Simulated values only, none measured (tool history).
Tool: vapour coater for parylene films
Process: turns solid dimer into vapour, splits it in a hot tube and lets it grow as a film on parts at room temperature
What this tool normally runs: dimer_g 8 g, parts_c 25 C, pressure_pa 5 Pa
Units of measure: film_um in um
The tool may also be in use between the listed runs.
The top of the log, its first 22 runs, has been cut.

run     day  dimer_g  parts_c  pressure_pa  film_um
 23  12.483        8       25            5        3
 24  12.871        5       36         2.31      1.6
 25  13.217        5       36         2.31     1.59
 26  13.867       12       27         4.02     4.39
 27  14.529       12       27         4.02     4.36
 28  15.042       13       25         5.21     4.83
 29  15.367        8       25          4.1     3.02
 30    15.9        8       25          4.1        3
 31  16.346        8       25          4.1        3
 32  16.933        8       19         4.26     3.35
 33   17.65       13       19         3.35     5.53
 34  18.183        8       28         3.27     2.86
 35  18.846        8       28         3.27     2.85
 36  19.271        4       18         4.58     1.69
 37  19.808        4       18         4.58     1.68
 38    20.3        4       18         4.58     1.67
 39  20.908        5       28         5.97     1.72
 40  21.525        5       28         5.97      1.7
 41  22.217        5       28         5.97      1.7
 42  22.883        7       19         7.92     2.76
 43  23.512        8       27         2.07     2.97
     23.875  -- trap's valve overhauled
 44  24.317        8       26         2.46     3.19
 45  24.642        7       34         2.32     2.37
 46  25.183       13       24            5     5.11

Forecast each of these 3 alternatives for the next run:
  A  25.525        3       18            5        ?
  B  25.525        8       34            5        ?
  C  25.525       13       31            5        ?

run  film_um
  A      1.3
  B     2.56
  C     4.44
With no hidden state in the tool, these same runs would have given:
run  film_um
  A     1.31
  B     2.58
  C     4.47
